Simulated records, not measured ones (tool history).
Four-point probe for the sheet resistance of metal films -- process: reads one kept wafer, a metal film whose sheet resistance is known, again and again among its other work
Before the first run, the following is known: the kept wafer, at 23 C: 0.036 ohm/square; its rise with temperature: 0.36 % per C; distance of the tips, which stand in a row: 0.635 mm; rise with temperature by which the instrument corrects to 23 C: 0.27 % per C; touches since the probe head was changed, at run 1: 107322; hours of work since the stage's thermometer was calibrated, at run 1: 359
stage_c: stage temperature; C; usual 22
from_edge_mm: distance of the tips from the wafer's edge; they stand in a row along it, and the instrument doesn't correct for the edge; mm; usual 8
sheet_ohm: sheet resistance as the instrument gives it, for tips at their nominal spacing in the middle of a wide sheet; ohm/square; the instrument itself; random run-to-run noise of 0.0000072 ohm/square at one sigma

run	hour	stage_c	from_edge_mm	touches since the probe head was changed	hours of work since the stage's thermometer was calibrated	sheet_ohm
1	0.0	22	8	107322	359	0.035835
2	49.4	20	8	108788	380	0.035774
3	150.2	20	8	111776	421	0.035753
4	218.8	20	8	113809	450	0.035755
5	298.6	20	8	116174	483	0.035757
6	402.0	25	8	119240	525	0.035904
7	499.0	22	8	122116	565	0.035792
8	571.5	22	8	124265	595	0.035799
9	669.4	31	8	127169	636	0.036076
10	713.8	31	8	128484	654	0.036084
11	813.8	27	8	131450	695	0.035950
# hour 821.3: stage's thermometer calibrated
12	900.0	27	8	133991	33	0.035939
13	987.8	26	8	136594	69	0.035898
14	1064.4	26	8	138865	100	0.035889
15	1133.4	23	8	140910	129	0.035789
16	1203.1	22	12	142977	158	0.035700
# hour 1245.1: stage's thermometer calibrated, once more
17	1269.8	24	12	144938	10	0.035774
18	1320.3	24	12	146438	31	0.035782
19	1394.0	25	8	148620	61	0.035869
20	1440.0	25	8	149985	80	0.035865
21	1484.5	32	15	151303	99	0.035996
22	1535.9	22	16	152830	120	0.035673
23	1632.2	22	16	155684	160	0.035679
24	1734.8	23	4	158725	202	0.036147
25	1784.2	21	24	160190	223	0.035615
26	1881.2	26	24	163067	263	0.035758
27	1969.8	22	5	165694	299	0.035921
28	2020.9	22	9	167206	320	0.035720
29	2120.2	26	28	170153	361	0.035758
30	2219.3	23	12	173089	402	0.035691
31	2308.1	23	12	175723	439	0.035686
32	2355.9	23	6	177140	459	0.035844
33	2415.7	23	6	178911	483	0.035825

Here are 3 independent what-if runs from the current tool condition. What would each one return?
A	2473.7	28	5	180633	507	?
B	2473.7	26	8	180633	507	?
C	2473.7	25	37	180633	507	?

run	sheet_ohm
A	0.036073
B	0.035836
C	0.035674
Had the tool no hidden state, the same runs would have come out as:
run	sheet_ohm
A	0.036455
B	0.036216
C	0.036053
